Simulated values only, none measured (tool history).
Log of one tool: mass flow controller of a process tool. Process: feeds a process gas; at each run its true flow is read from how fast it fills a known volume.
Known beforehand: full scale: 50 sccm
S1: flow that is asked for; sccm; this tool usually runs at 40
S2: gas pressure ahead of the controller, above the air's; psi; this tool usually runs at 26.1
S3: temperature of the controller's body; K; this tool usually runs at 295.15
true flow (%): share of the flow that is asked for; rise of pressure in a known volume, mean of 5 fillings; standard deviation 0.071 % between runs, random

{"run": 1, "hour": 0.0, "S1": 40, "S2": 26.1, "S3": 295.15, "true flow (%)": 100.08}
{"run": 2, "hour": 396.1, "S1": 8, "S2": 26.1, "S3": 295.15, "true flow (%)": 99.71}
{"run": 3, "hour": 715.2, "S1": 40, "S2": 35.8, "S3": 295.15, "true flow (%)": 100.65}
{"run": 4, "hour": 1234.5, "S1": 40, "S2": 26.1, "S3": 295.15, "true flow (%)": 100.32}
{"run": 5, "hour": 1781.1, "S1": 40, "S2": 26.1, "S3": 294.15, "true flow (%)": 100.45}
{"run": 6, "hour": 2170.5, "S1": 40, "S2": 26.1, "S3": 294.15, "true flow (%)": 100.54}
{"run": 7, "hour": 2678.5, "S1": 40, "S2": 29.3, "S3": 294.15, "true flow (%)": 100.88}
{"run": 8, "hour": 2970.0, "S1": 40, "S2": 29.3, "S3": 294.15, "true flow (%)": 100.95}
{"run": 9, "hour": 3431.3, "S1": 40, "S2": 26.1, "S3": 295.15, "true flow (%)": 100.77}
{"run": 10, "hour": 3726.3, "S1": 40, "S2": 40, "S3": 295.15, "true flow (%)": 101.58}
{"run": 11, "hour": 4305.8, "S1": 40, "S2": 40, "S3": 295.15, "true flow (%)": 101.67}
{"run": 12, "hour": 4742.4, "S1": 40, "S2": 40, "S3": 295.15, "true flow (%)": 101.79}
{"run": 13, "hour": 4978.1, "S1": 40, "S2": 40, "S3": 295.15, "true flow (%)": 101.84}
{"run": 14, "hour": 5233.0, "S1": 8, "S2": 40, "S3": 295.15, "true flow (%)": 101.7}
{"run": 15, "hour": 5685.9, "S1": 8, "S2": 40, "S3": 295.15, "true flow (%)": 101.62}
{"run": 16, "hour": 6174.8, "S1": 43, "S2": 26.1, "S3": 295.15, "true flow (%)": 101.36}
{"run": 17, "hour": 6427.2, "S1": 43, "S2": 36.8, "S3": 295.15, "true flow (%)": 102.1}
{"run": 18, "hour": 6806.4, "S1": 43, "S2": 36.8, "S3": 295.15, "true flow (%)": 102.13}
{"run": 19, "hour": 7176.4, "S1": 43, "S2": 36.8, "S3": 295.15, "true flow (%)": 102.25}
{"run": 20, "hour": 7640.5, "S1": 10, "S2": 26.1, "S3": 295.15, "true flow (%)": 101.48}
{"run": 21, "hour": 7924.7, "S1": 10, "S2": 26.1, "S3": 295.15, "true flow (%)": 101.55}
{"run": 22, "hour": 8260.2, "S1": 10, "S2": 26.1, "S3": 295.15, "true flow (%)": 101.61}
{"run": 23, "hour": 8701.0, "S1": 10, "S2": 26.1, "S3": 295.15, "true flow (%)": 101.74}
{"run": 24, "hour": 8980.5, "S1": 10, "S2": 26.1, "S3": 295.15, "true flow (%)": 101.77}
{"run": 25, "hour": 9252.2, "S1": 10, "S2": 26.1, "S3": 295.15, "true flow (%)": 101.94}
{"hour": 9392.7, "done": "controller's zero set anew"}
{"run": 26, "hour": 9511.1, "S1": 10, "S2": 26.1, "S3": 295.15, "true flow (%)": 101.83}
{"run": 27, "hour": 9905.2, "S1": 10, "S2": 26.1, "S3": 306.15, "true flow (%)": 101.09}
{"run": 28, "hour": 10178.3, "S1": 10, "S2": 26.1, "S3": 306.15, "true flow (%)": 101.09}
{"run": 29, "hour": 10595.3, "S1": 10, "S2": 26.1, "S3": 306.15, "true flow (%)": 101.2}
{"run": 30, "hour": 10958.0, "S1": 10, "S2": 26.1, "S3": 306.15, "true flow (%)": 101.35}
{"run": 31, "hour": 11497.7, "S1": 10, "S2": 26.1, "S3": 306.15, "true flow (%)": 101.41}
{"run": 32, "hour": 11897.8, "S1": 40, "S2": 25.2, "S3": 295.15, "true flow (%)": 102.55}
{"run": 33, "hour": 12228.0, "S1": 20, "S2": 25.1, "S3": 308.15, "true flow (%)": 101.32}
{"run": 34, "hour": 12505.1, "S1": 20, "S2": 25.1, "S3": 308.15, "true flow (%)": 101.54}
{"run": 35, "hour": 12821.3, "S1": 20, "S2": 25.1, "S3": 308.15, "true flow (%)": 101.53}
{"run": 36, "hour": 13137.1, "S1": 20, "S2": 25.1, "S3": 308.15, "true flow (%)": 101.64}
{"hour": 13291.5, "done": "gauge calibrated"}
{"run": 37, "hour": 13421.3, "S1": 26, "S2": 26.1, "S3": 303.15, "true flow (%)": 99.22}
{"run": 38, "hour": 13766.3, "S1": 26, "S2": 26.1, "S3": 303.15, "true flow (%)": 99.33}
{"run": 39, "hour": 14106.8, "S1": 26, "S2": 26.1, "S3": 301.15, "true flow (%)": 99.55}
{"run": 40, "hour": 14468.5, "S1": 26, "S2": 26.1, "S3": 301.15, "true flow (%)": 99.61}
{"run": 41, "hour": 14761.5, "S1": 40, "S2": 24.8, "S3": 307.15, "true flow (%)": 99.27}
{"run": 42, "hour": 15347.9, "S1": 40, "S2": 24.8, "S3": 307.15, "true flow (%)": 99.42}
{"run": 43, "hour": 15793.3, "S1": 40, "S2": 32.3, "S3": 298.15, "true flow (%)": 100.59}
{"run": 44, "hour": 16335.6, "S1": 11, "S2": 29.4, "S3": 295.15, "true flow (%)": 100.49}
{"run": 45, "hour": 16905.1, "S1": 7, "S2": 36.3, "S3": 295.15, "true flow (%)": 100.86}
{"run": 46, "hour": 17454.6, "S1": 17, "S2": 25.1, "S3": 304.15, "true flow (%)": 99.89}
{"run": 47, "hour": 17927.7, "S1": 20, "S2": 28.4, "S3": 301.15, "true flow (%)": 100.48}
{"run": 48, "hour": 18262.5, "S1": 21, "S2": 27.1, "S3": 301.15, "true flow (%)": 100.51}

For each run, the measured value with the value that run would have given without the tool's hidden condition subtracted. The run-to-run variation is shared by both, the gauge scatter possibly not:
The hidden state here: flow at rest that the sensor doesn't see, % of full scale; true flow over the shown one, %; drift of the gauge itself on true_pct, %.
run=1 true_flow_(%)=+0
run=2 true_flow_(%)=+0.08
run=3 true_flow_(%)=+0.16
run=4 true_flow_(%)=+0.28
run=5 true_flow_(%)=+0.4
run=6 true_flow_(%)=+0.48
run=7 true_flow_(%)=+0.6
run=8 true_flow_(%)=+0.66
run=9 true_flow_(%)=+0.77
run=10 true_flow_(%)=+0.83
run=11 true_flow_(%)=+0.96
run=12 true_flow_(%)=+1.07
run=13 true_flow_(%)=+1.11
run=14 true_flow_(%)=+1.15
run=15 true_flow_(%)=+1.25
run=16 true_flow_(%)=+1.38
run=17 true_flow_(%)=+1.44
run=18 true_flow_(%)=+1.53
run=19 true_flow_(%)=+1.61
run=20 true_flow_(%)=+1.68
run=21 true_flow_(%)=+1.74
run=22 true_flow_(%)=+1.82
run=23 true_flow_(%)=+1.92
run=24 true_flow_(%)=+1.97
run=25 true_flow_(%)=+2.04
run=26 true_flow_(%)=+2.12
run=27 true_flow_(%)=+2.2
run=28 true_flow_(%)=+2.26
run=29 true_flow_(%)=+2.34
run=30 true_flow_(%)=+2.42
run=31 true_flow_(%)=+2.54
run=32 true_flow_(%)=+2.67
run=33 true_flow_(%)=+2.7
run=34 true_flow_(%)=+2.77
run=35 true_flow_(%)=+2.84
run=36 true_flow_(%)=+2.9
run=37 true_flow_(%)=+0.03
run=38 true_flow_(%)=+0.11
run=39 true_flow_(%)=+0.18
run=40 true_flow_(%)=+0.27
run=41 true_flow_(%)=+0.33
run=42 true_flow_(%)=+0.46
run=43 true_flow_(%)=+0.56
run=44 true_flow_(%)=+0.67
run=45 true_flow_(%)=+0.79
run=46 true_flow_(%)=+0.92
run=47 true_flow_(%)=+1.03
run=48 true_flow_(%)=+1.11
